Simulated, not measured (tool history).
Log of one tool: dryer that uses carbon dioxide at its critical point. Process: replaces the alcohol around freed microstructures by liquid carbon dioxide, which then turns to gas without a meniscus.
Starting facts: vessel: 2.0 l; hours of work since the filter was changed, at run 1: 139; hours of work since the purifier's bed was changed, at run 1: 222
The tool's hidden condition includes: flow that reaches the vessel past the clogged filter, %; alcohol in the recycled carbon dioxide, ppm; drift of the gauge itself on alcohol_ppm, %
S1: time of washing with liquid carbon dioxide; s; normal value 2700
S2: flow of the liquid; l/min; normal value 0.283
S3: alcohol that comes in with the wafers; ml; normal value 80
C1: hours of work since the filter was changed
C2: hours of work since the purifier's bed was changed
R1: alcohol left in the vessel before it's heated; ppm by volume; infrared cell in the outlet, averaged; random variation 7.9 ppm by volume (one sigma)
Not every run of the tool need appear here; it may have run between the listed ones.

| run | day | S1 | S2 | S3 | C1 | C2 | R1 |
|---|---|---|---|---|---|---|---|
| 1 | 0.000 | 2700 | 0.283 | 80 | 139 | 222 | 764 |
| 2 | 1.596 | 2700 | 0.283 | 80 | 168 | 250 | 862 |
| 3 | 2.512 | 2700 | 0.283 | 80 | 184 | 267 | 907 |
| 4 | 3.642 | 2700 | 0.283 | 80 | 205 | 287 | 967 |
|  | 3.821 | inlet filter changed |
| 5 | 5.371 | 2700 | 0.283 | 80 | 28 | 318 | 531 |
| 6 | 6.721 | 2700 | 0.283 | 80 | 52 | 342 | 575 |
| 7 | 7.888 | 2700 | 0.283 | 80 | 74 | 363 | 628 |
| 8 | 9.183 | 2700 | 0.283 | 26 | 97 | 387 | 291 |
| 9 | 10.883 | 2700 | 0.217 | 80 | 128 | 418 | 1882 |
| 10 | 12.758 | 3180 | 0.283 | 80 | 162 | 452 | 465 |
| 11 | 13.946 | 2340 | 0.283 | 80 | 183 | 473 | 1481 |
|  | 15.288 | inlet filter changed |
| 12 | 15.329 | 2340 | 0.283 | 80 | 1 | 497 | 891 |
| 13 | 16.892 | 3780 | 0.283 | 80 | 29 | 525 | 191 |
|  | 17.929 | purifier's bed changed |
| 14 | 18.638 | 2700 | 0.258 | 24 | 58 | 13 | 246 |
| 15 | 20.571 | 2700 | 0.278 | 91 | 93 | 48 | 750 |
| 16 | 21.475 | 3360 | 0.245 | 80 | 110 | 64 | 483 |
| 17 | 22.733 | 4260 | 0.401 | 80 | 132 | 87 | 25 |
| 18 | 24.817 | 4260 | 0.401 | 80 | 170 | 125 | 42 |
| 19 | 26.033 | 3840 | 0.283 | 80 | 192 | 147 | 207 |
|  | 26.812 | inlet filter changed |
| 20 | 28.196 | 3840 | 0.283 | 80 | 25 | 185 | 112 |
| 21 | 30.171 | 3840 | 0.283 | 80 | 61 | 221 | 135 |
| 22 | 31.921 | 2400 | 0.215 | 51 | 92 | 252 | 1575 |
| 23 | 33.271 | 2100 | 0.240 | 51 | 117 | 277 | 1761 |
| 24 | 35.304 | 2700 | 0.283 | 21 | 154 | 313 | 255 |
| 25 | 36.842 | 2700 | 0.257 | 77 | 181 | 341 | 1190 |

Below are 3 alternative next runs, each starting from the tool's condition after run 25. Predict each:
|  | 38.229 | inlet filter changed |
| A | 38.467 | 2100 | 0.283 | 80 | 4 | 370 | ? |
|  | 38.229 | inlet filter changed |
| B | 38.467 | 4320 | 0.319 | 80 | 4 | 370 | ? |
|  | 38.229 | inlet filter changed |
| C | 38.467 | 2160 | 0.351 | 62 | 4 | 370 | ? |

| run | R1 |
|---|---|
| A | 1253 |
| B | 96 |
| C | 416 |
Without the tool's unlogged condition, the same runs would have read:
| run | R1 |
|---|---|
| A | 1146 |
| B | 12 |
| C | 325 |
